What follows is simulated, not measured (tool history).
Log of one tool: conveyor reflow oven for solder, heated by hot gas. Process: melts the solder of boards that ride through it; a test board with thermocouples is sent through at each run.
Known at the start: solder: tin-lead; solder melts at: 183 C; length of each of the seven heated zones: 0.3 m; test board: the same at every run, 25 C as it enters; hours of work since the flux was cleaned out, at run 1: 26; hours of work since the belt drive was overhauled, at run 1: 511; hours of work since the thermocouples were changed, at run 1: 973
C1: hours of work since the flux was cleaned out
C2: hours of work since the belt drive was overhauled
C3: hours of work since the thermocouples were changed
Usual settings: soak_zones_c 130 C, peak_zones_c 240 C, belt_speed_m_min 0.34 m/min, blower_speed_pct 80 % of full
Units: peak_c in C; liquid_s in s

Run 1, hour 0: usual settings; C1 26; C2 511; C3 973. Result: peak_c 227.5 C, liquid_s 87.9 s.
At hour 28.1: thermocouples of zones 6 and 7 changed.
Run 2, hour 63.8: usual settings but peak_zones_c 236 C; C1 72; C2 556; C3 26. Result: peak_c 222.4 C, liquid_s 82.6 s.
Run 3, hour 130.8: usual settings; C1 121; C2 605; C3 75. Result: peak_c 225.8 C, liquid_s 85.9 s.
Run 4, hour 182.6: usual settings; C1 159; C2 643; C3 113. Result: peak_c 225.4 C, liquid_s 85 s.
At hour 209.3: flux residue cleaned out of gas plates and filters.
Run 5, hour 253.9: usual settings; C1 33; C2 692; C3 162. Result: peak_c 226.7 C, liquid_s 86.5 s.
Run 6, hour 312.8: usual settings; C1 76; C2 735; C3 205. Result: peak_c 226.7 C, liquid_s 86.2 s.
Run 7, hour 384.5: usual settings; C1 128; C2 787; C3 257. Result: peak_c 226 C, liquid_s 86 s.
At hour 449.5: flux residue cleaned out of gas plates and filters.
Run 8, hour 491.6: usual settings but blower_speed_pct 55 % of full; C1 31; C2 862; C3 332. Result: peak_c 222.3 C, liquid_s 83.1 s.
Run 9, hour 562.1: usual settings but belt_speed_m_min 0.294 m/min, blower_speed_pct 55 % of full; C1 82; C2 914; C3 384. Result: peak_c 227.4 C, liquid_s 100.6 s.
Run 10, hour 605.1: usual settings but soak_zones_c 134 C; C1 114; C2 945; C3 415. Result: peak_c 226.7 C, liquid_s 89.4 s.
Run 11, hour 648.5: usual settings; C1 146; C2 977; C3 447. Result: peak_c 226.7 C, liquid_s 86.9 s.
At hour 689.1: flux residue cleaned out of gas plates and filters.
Run 12, hour 756.1: usual settings; C1 49; C2 1052; C3 522. Result: peak_c 227.8 C, liquid_s 87.9 s.
Run 13, hour 805.1: usual settings but blower_speed_pct 57 % of full; C1 85; C2 1088; C3 558. Result: peak_c 223.2 C, liquid_s 84.1 s.
Run 14, hour 901.5: usual settings but belt_speed_m_min 0.392 m/min; C1 155; C2 1159; C3 628. Result: peak_c 222.1 C, liquid_s 72.2 s.
At hour 931.5: flux residue cleaned out of gas plates and filters.
Run 15, hour 949.2: usual settings; C1 13; C2 1190; C3 660. Result: peak_c 228.1 C, liquid_s 89 s.
Run 16, hour 1028.5: usual settings but peak_zones_c 237 C, blower_speed_pct 63 % of full; C1 71; C2 1248; C3 718. Result: peak_c 222.2 C, liquid_s 83.4 s.
Run 17, hour 1119.6: usual settings but soak_zones_c 139 C, peak_zones_c 237 C, belt_speed_m_min 0.29 m/min, blower_speed_pct 88 % of full; C1 138; C2 1315; C3 784. Result: peak_c 230.5 C, liquid_s 112.2 s.
At hour 1169.8: flux residue cleaned out of gas plates and filters.
Run 18, hour 1211.8: usual settings but soak_zones_c 139 C, peak_zones_c 237 C, belt_speed_m_min 0.29 m/min, blower_speed_pct 88 % of full; C1 31; C2 1378; C3 848. Result: peak_c 231.3 C, liquid_s 113.1 s.
Run 19, hour 1254: usual settings but peak_zones_c 254 C; C1 62; C2 1409; C3 879. Result: peak_c 241.2 C, liquid_s 97.6 s.
Run 20, hour 1296.2: usual settings but peak_zones_c 239 C, blower_speed_pct 88 % of full; C1 93; C2 1440; C3 910. Result: peak_c 227.6 C, liquid_s 90.3 s.
At hour 1307.8: belt drive overhauled, speed set with a stopwatch.
Run 21, hour 1349.7: usual settings but soak_zones_c 132 C, blower_speed_pct 55 % of full; C1 129; C2 31; C3 946. Result: peak_c 222.6 C, liquid_s 81.6 s.
At hour 1419.9: flux residue cleaned out of gas plates and filters.
At hour 1421.9: thermocouples of zones 6 and 7 changed.
Run 22, hour 1422.9: usual settings but soak_zones_c 132 C, blower_speed_pct 55 % of full; C1 1; C2 79; C3 1. Result: peak_c 222.2 C, liquid_s 82.7 s.
Run 23, hour 1473: usual settings but soak_zones_c 131 C, belt_speed_m_min 0.33 m/min; C1 37; C2 116; C3 37. Result: peak_c 226.7 C, liquid_s 89.6 s.
Run 24, hour 1556.5: usual settings but peak_zones_c 247 C; C1 99; C2 177; C3 99. Result: peak_c 232.2 C, liquid_s 89.3 s.
Run 25, hour 1630.6: usual settings but peak_zones_c 229 C, belt_speed_m_min 0.372 m/min, blower_speed_pct 73 % of full; C1 153; C2 231; C3 153. Result: peak_c 211.3 C, liquid_s 63.6 s.
At hour 1662.3: flux residue cleaned out of gas plates and filters.
Run 26, hour 1699.6: usual settings but soak_zones_c 127 C, peak_zones_c 253 C, belt_speed_m_min 0.291 m/min, blower_speed_pct 70 % of full; C1 27; C2 278; C3 200. Result: peak_c 241.3 C, liquid_s 111.8 s.
Run 27, hour 1754.4: usual settings but soak_zones_c 139 C, peak_zones_c 251 C, belt_speed_m_min 0.291 m/min, blower_speed_pct 70 % of full; C1 67; C2 318; C3 240. Result: peak_c 240.5 C, liquid_s 116.9 s.
Run 28, hour 1820.2: usual settings but soak_zones_c 139 C, peak_zones_c 251 C, belt_speed_m_min 0.291 m/min, blower_speed_pct 70 % of full; C1 116; C2 366; C3 288. Result: peak_c 240.7 C, liquid_s 117.2 s.
Run 29, hour 1880: usual settings but soak_zones_c 139 C, peak_zones_c 251 C, belt_speed_m_min 0.291 m/min, blower_speed_pct 70 % of full; C1 159; C2 410; C3 332. Result: peak_c 240.1 C, liquid_s 116.4 s.

Forecast each of these 4 alternatives for the next run:
At hour 1902.4: flux residue cleaned out of gas plates and filters.
Run A, hour 1939.3: usual settings but soak_zones_c 139 C, peak_zones_c 251 C, belt_speed_m_min 0.291 m/min, blower_speed_pct 85 % of full; C1 27; C2 450; C3 371. Result: peak_c ?, liquid_s ?.
At hour 1902.4: flux residue cleaned out of gas plates and filters.
Run B, hour 1939.3: usual settings but soak_zones_c 139 C, peak_zones_c 251 C, belt_speed_m_min 0.349 m/min, blower_speed_pct 66 % of full; C1 27; C2 450; C3 371. Result: peak_c ?, liquid_s ?.
At hour 1902.4: flux residue cleaned out of gas plates and filters.
Run C, hour 1939.3: usual settings but peak_zones_c 238 C, belt_speed_m_min 0.287 m/min, blower_speed_pct 52 % of full; C1 27; C2 450; C3 371. Result: peak_c ?, liquid_s ?.
At hour 1902.4: flux residue cleaned out of gas plates and filters.
Run D, hour 1939.3: usual settings but soak_zones_c 115 C, peak_zones_c 230 C, belt_speed_m_min 0.343 m/min, blower_speed_pct 70 % of full; C1 27; C2 450; C3 371. Result: peak_c ?, liquid_s ?.

run  peak_c  liquid_s
  A   242.7     118.2
  B   235.3        94
  C   225.5     102.5
  D     214      67.8
Without the tool's hidden state the same runs would have given:
run  peak_c  liquid_s
  A   242.4     116.7
  B   234.9      92.7
  C   225.1       101
  D   213.6      66.6
